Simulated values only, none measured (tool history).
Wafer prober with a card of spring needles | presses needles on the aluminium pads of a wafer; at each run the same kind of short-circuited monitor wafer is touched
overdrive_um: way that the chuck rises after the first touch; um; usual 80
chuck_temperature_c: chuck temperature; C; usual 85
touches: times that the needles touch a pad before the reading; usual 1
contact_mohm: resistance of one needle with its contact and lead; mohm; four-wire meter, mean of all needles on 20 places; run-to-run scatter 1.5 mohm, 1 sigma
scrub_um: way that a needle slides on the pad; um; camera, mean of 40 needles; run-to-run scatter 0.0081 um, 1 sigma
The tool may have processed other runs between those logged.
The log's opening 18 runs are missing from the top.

run,hour,overdrive_um,chuck_temperature_c,touches,contact_mohm,scrub_um
# hour 343.0: tips cleaned on abrasive film
# hour 357.1: tips cleaned on abrasive film
19,357.7,80,37,1,165,9.925
# hour 370.6: tips cleaned on abrasive film
20,374.0,80,37,1,230,9.920
# hour 384.4: tips cleaned on abrasive film
21,392.3,80,72,1,270,9.920
# hour 397.3: tips cleaned on abrasive film
22,405.5,80,72,1,269,9.904
# hour 411.8: tips cleaned on abrasive film
# hour 426.1: tips cleaned on abrasive film
23,426.2,81,53,2,144,10.022
# hour 441.3: tips cleaned on abrasive film
24,453.1,81,53,2,221,10.013
# hour 454.4: tips cleaned on abrasive film
# hour 467.4: tips cleaned on abrasive film
25,472.5,81,119,1,247,10.005
# hour 480.4: tips cleaned on abrasive film
# hour 494.7: tips cleaned on abrasive film
26,498.1,80,27,1,232,9.879
# hour 507.9: tips cleaned on abrasive film
27,512.7,80,27,1,248,9.860
# hour 519.2: height of the first contact set anew
# hour 523.3: tips cleaned on abrasive film
28,526.8,72,44,2,207,8.951
# hour 537.8: tips cleaned on abrasive film
# hour 551.1: tips cleaned on abrasive film
29,553.2,68,108,1,228,8.430
# hour 565.2: tips cleaned on abrasive film
30,571.1,68,108,1,290,8.422
# hour 580.3: tips cleaned on abrasive film
31,587.9,68,108,1,322,8.409

Branching from run 31: 3 alternative next runs. What would each branch give?
# hour 593.6: tips cleaned on abrasive film
# hour 607.1: tips cleaned on abrasive film
A,610.4,68,71,2,?,?
# hour 593.6: tips cleaned on abrasive film
# hour 607.1: tips cleaned on abrasive film
B,610.4,80,45,1,?,?
# hour 593.6: tips cleaned on abrasive film
# hour 607.1: tips cleaned on abrasive film
C,610.4,87,73,1,?,?

run,contact_mohm,scrub_um
A,223,8.409
B,236,9.894
C,219,10.765
Stripped of hidden state, with their random variation kept, the same runs would have yielded:
run,contact_mohm,scrub_um
A,144,8.453
B,134,9.938
C,136,10.810
